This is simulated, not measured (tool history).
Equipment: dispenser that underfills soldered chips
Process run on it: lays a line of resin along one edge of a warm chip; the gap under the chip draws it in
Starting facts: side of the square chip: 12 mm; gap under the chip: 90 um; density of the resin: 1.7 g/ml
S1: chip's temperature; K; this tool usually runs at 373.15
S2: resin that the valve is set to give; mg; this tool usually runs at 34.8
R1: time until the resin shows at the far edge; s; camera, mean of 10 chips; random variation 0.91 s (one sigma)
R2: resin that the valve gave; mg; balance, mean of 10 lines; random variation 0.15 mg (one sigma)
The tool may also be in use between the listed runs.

{"run": 1, "day": 0.0, "S1": 373.15, "S2": 34.8, "R1": 94.3, "R2": 32.27}
{"run": 2, "day": 0.183, "S1": 373.15, "S2": 34.8, "R1": 104.7, "R2": 32.03}
{"run": 3, "day": 0.367, "S1": 373.15, "S2": 34.8, "R1": 117.1, "R2": 31.68}
{"day": 0.396, "done": "new syringe of resin"}
{"run": 4, "day": 0.567, "S1": 373.15, "S2": 34.8, "R1": 98.8, "R2": 31.91}
{"run": 5, "day": 0.7, "S1": 373.15, "S2": 34.8, "R1": 110.2, "R2": 31.52}
{"run": 6, "day": 0.846, "S1": 373.15, "S2": 34.8, "R1": 118.3, "R2": 31.91}
{"day": 0.879, "done": "new syringe of resin"}
{"run": 7, "day": 0.992, "S1": 373.15, "S2": 34.8, "R1": 96.7, "R2": 31.47}
{"day": 1.1, "done": "dispensing valve cleaned and set on the balance"}
{"run": 8, "day": 1.167, "S1": 370.15, "S2": 34.8, "R1": 117.3, "R2": 34.65}
{"run": 9, "day": 1.254, "S1": 373.15, "S2": 37.3, "R1": 106.6, "R2": 37.2}
{"day": 1.404, "done": "new syringe of resin"}
{"run": 10, "day": 1.438, "S1": 373.15, "S2": 44.7, "R1": 88.8, "R2": 44.58}
{"run": 11, "day": 1.583, "S1": 373.15, "S2": 44.7, "R1": 96.7, "R2": 44.37}
{"run": 12, "day": 1.688, "S1": 373.15, "S2": 44.7, "R1": 102.5, "R2": 44.17}
{"run": 13, "day": 1.825, "S1": 373.15, "S2": 34.8, "R1": 113.6, "R2": 34.1}
{"day": 1.888, "done": "new syringe of resin"}
{"run": 14, "day": 1.925, "S1": 373.15, "S2": 41.9, "R1": 87.5, "R2": 40.98}
{"run": 15, "day": 2.054, "S1": 373.15, "S2": 41.9, "R1": 96.0, "R2": 41.15}
{"run": 16, "day": 2.188, "S1": 373.15, "S2": 41.9, "R1": 104.7, "R2": 41.15}
{"run": 17, "day": 2.267, "S1": 373.15, "S2": 41.9, "R1": 107.2, "R2": 40.86}
{"day": 2.367, "done": "new syringe of resin"}
{"run": 18, "day": 2.379, "S1": 373.15, "S2": 41.9, "R1": 87.0, "R2": 41.1}
{"run": 19, "day": 2.462, "S1": 373.15, "S2": 41.9, "R1": 93.4, "R2": 41.01}
{"run": 20, "day": 2.638, "S1": 373.15, "S2": 42.2, "R1": 100.7, "R2": 41.14}
{"run": 21, "day": 2.829, "S1": 364.15, "S2": 39.4, "R1": 162.4, "R2": 38.34}
{"day": 2.858, "done": "new syringe of resin"}
{"run": 22, "day": 2.933, "S1": 359.15, "S2": 30.2, "R1": 163.7, "R2": 29.25}
{"run": 23, "day": 3.125, "S1": 359.15, "S2": 30.2, "R1": 182.8, "R2": 28.98}
{"run": 24, "day": 3.25, "S1": 383.15, "S2": 37.8, "R1": 77.7, "R2": 36.51}
{"day": 3.346, "done": "new syringe of resin"}
{"run": 25, "day": 3.421, "S1": 383.15, "S2": 37.8, "R1": 63.4, "R2": 36.44}
{"run": 26, "day": 3.512, "S1": 368.15, "S2": 34.2, "R1": 118.8, "R2": 32.45}
{"run": 27, "day": 3.658, "S1": 386.15, "S2": 35.8, "R1": 66.4, "R2": 34.32}
{"day": 3.833, "done": "new syringe of resin"}
{"run": 28, "day": 3.871, "S1": 370.15, "S2": 42.5, "R1": 99.3, "R2": 40.16}
{"run": 29, "day": 4.025, "S1": 370.15, "S2": 42.5, "R1": 109.4, "R2": 40.43}
{"run": 30, "day": 4.133, "S1": 359.15, "S2": 43.1, "R1": 183.5, "R2": 40.5}
{"run": 31, "day": 4.25, "S1": 367.15, "S2": 39.7, "R1": 142.3, "R2": 37.88}
{"day": 4.317, "done": "new syringe of resin"}
{"run": 32, "day": 4.362, "S1": 366.15, "S2": 39.7, "R1": 117.2, "R2": 37.49}
{"run": 33, "day": 4.496, "S1": 366.15, "S2": 39.7, "R1": 128.4, "R2": 37.23}
{"run": 34, "day": 4.688, "S1": 377.15, "S2": 39.9, "R1": 95.0, "R2": 37.34}
{"day": 4.796, "done": "new syringe of resin"}
{"run": 35, "day": 4.858, "S1": 373.15, "S2": 41.2, "R1": 93.2, "R2": 38.72}
{"run": 36, "day": 4.958, "S1": 382.15, "S2": 44.8, "R1": 70.5, "R2": 41.82}

Run 37, settings as shown, results not yet in. Your forecast:
{"run": 37, "day": 5.054, "S1": 363.15, "S2": 29.9, "R1": "?", "R2": "?"}

R1: 160.0 s
R2: 27.92 mg
Were there no unlogged condition in the tool, this run, its random variation unchanged, would have produced R1 128.2 s, R2 29.95 mg.
